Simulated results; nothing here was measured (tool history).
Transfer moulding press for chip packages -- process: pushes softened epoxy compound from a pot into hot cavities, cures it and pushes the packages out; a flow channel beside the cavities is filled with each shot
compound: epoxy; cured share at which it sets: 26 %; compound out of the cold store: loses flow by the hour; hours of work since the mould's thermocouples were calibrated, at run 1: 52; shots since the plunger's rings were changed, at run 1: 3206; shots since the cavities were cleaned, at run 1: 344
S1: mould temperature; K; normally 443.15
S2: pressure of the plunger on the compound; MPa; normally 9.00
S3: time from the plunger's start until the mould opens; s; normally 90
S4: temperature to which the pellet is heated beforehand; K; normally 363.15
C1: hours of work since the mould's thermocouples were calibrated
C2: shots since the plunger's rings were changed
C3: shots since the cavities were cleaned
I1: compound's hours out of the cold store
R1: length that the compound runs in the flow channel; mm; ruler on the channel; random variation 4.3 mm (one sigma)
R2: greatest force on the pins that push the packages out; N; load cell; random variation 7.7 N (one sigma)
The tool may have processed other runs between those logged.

run    hour      S1     S2   S3      S4   C1    C2   C3    I1   R1   R2
  1     0.0  443.15   9.00   90  363.15   52  3206  344  39.4  830  462
       17.2  -- cavities cleaned with cleaning compound and waxed
  2    51.6  443.15   9.00   90  363.15   84  3847  440  38.7  821  467
       60.1  -- cavities cleaned with cleaning compound and waxed
      102.2  -- cavities cleaned with cleaning compound and waxed
      112.9  -- plunger's sealing rings changed
  3   123.2  443.15   9.75   90  363.15  125   132  237  46.7  879  413
      146.1  -- cavities cleaned with cleaning compound and waxed
      187.1  -- cavities cleaned with cleaning compound and waxed
  4   201.4  443.15   9.75   90  363.15  172  1095  184  20.7  934  415
      226.7  -- cavities cleaned with cleaning compound and waxed
  5   260.8  443.15   9.75   90  363.15  208  1836  437  24.2  916  457
      267.9  -- cavities cleaned with cleaning compound and waxed
      314.9  -- cavities cleaned with cleaning compound and waxed
  6   316.5  443.15   9.00   90  356.15  241  2510   21  43.7  824  332
      359.3  -- cavities cleaned with cleaning compound and waxed
  7   359.6  443.15   9.00   90  363.15  267  3042    4  46.1  817  326
      404.4  -- cavities cleaned with cleaning compound and waxed
      445.3  -- cavities cleaned with cleaning compound and waxed
      458.6  -- mould's thermocouples calibrated
  8   458.6  443.15   9.00   90  363.15    0  4245  145  26.3  845  397
      481.2  -- plunger's sealing rings changed
      494.5  -- cavities cleaned with cleaning compound and waxed
      535.0  -- cavities cleaned with cleaning compound and waxed
  9   545.0  443.15   9.00   90  363.15   51   778  128  46.0  835  383
      576.7  -- cavities cleaned with cleaning compound and waxed
      622.9  -- cavities cleaned with cleaning compound and waxed
 10   622.9  443.15   9.00   90  369.15   97  1736    0  11.0  934  325
      663.7  -- cavities cleaned with cleaning compound and waxed
      710.9  -- cavities cleaned with cleaning compound and waxed
 11   720.8  443.15   9.00   90  369.15  157  2951  127  21.0  881  367
      756.9  -- cavities cleaned with cleaning compound and waxed
      801.6  -- cavities cleaned with cleaning compound and waxed
 12   821.8  443.15   9.00   90  369.15  218  4205  259  34.1  832  439
      848.6  -- plunger's sealing rings changed
      850.1  -- cavities cleaned with cleaning compound and waxed
      894.7  -- cavities cleaned with cleaning compound and waxed
 13   922.5  443.15   9.00   90  369.15  277   908  357  25.3  890  459
      936.6  -- cavities cleaned with cleaning compound and waxed
      979.5  -- cavities cleaned with cleaning compound and waxed
 14   994.1  437.15   7.70   85  363.15  320  1784  185  26.6  833  608
     1009.0  -- mould's thermocouples calibrated
     1023.0  -- cavities cleaned with cleaning compound and waxed
     1065.0  -- cavities cleaned with cleaning compound and waxed
 15  1087.2  449.15   7.39  106  369.15   47  2912  284  15.6  797  364
     1106.1  -- cavities cleaned with cleaning compound and waxed
     1145.6  -- cavities cleaned with cleaning compound and waxed
 16  1171.9  441.15   7.39  106  363.15   98  3958  336  28.7  771  386
     1188.0  -- cavities cleaned with cleaning compound and waxed
     1219.8  -- plunger's sealing rings changed
 17  1225.3  441.15   7.39  106  363.15  129    71  445  40.4  779  421
     1232.2  -- cavities cleaned with cleaning compound and waxed
     1277.2  -- cavities cleaned with cleaning compound and waxed
     1320.8  -- cavities cleaned with cleaning compound and waxed
 18  1323.6  443.15   7.40   71  362.15  188  1271   36  40.1  771  530
     1361.6  -- cavities cleaned with cleaning compound and waxed
 19  1379.3  435.15   7.40   83  355.15  221  1964  227  15.3  845  820
     1405.5  -- cavities cleaned with cleaning compound and waxed
     1449.4  -- cavities cleaned with cleaning compound and waxed
 20  1464.9  441.15  10.45  111  366.15  273  3022  198  35.7  909  373

For run 21, what comes out?
     1493.6  -- cavities cleaned with cleaning compound and waxed
 21  1511.8  441.15  7.08  111  363.15  301  3603  234  9.3   ?   ?

R1: 808 mm
R2: 368 N
On a tool with no hidden condition, and with the same random variation, this run would have come out at R1 848 mm, R2 294 N.
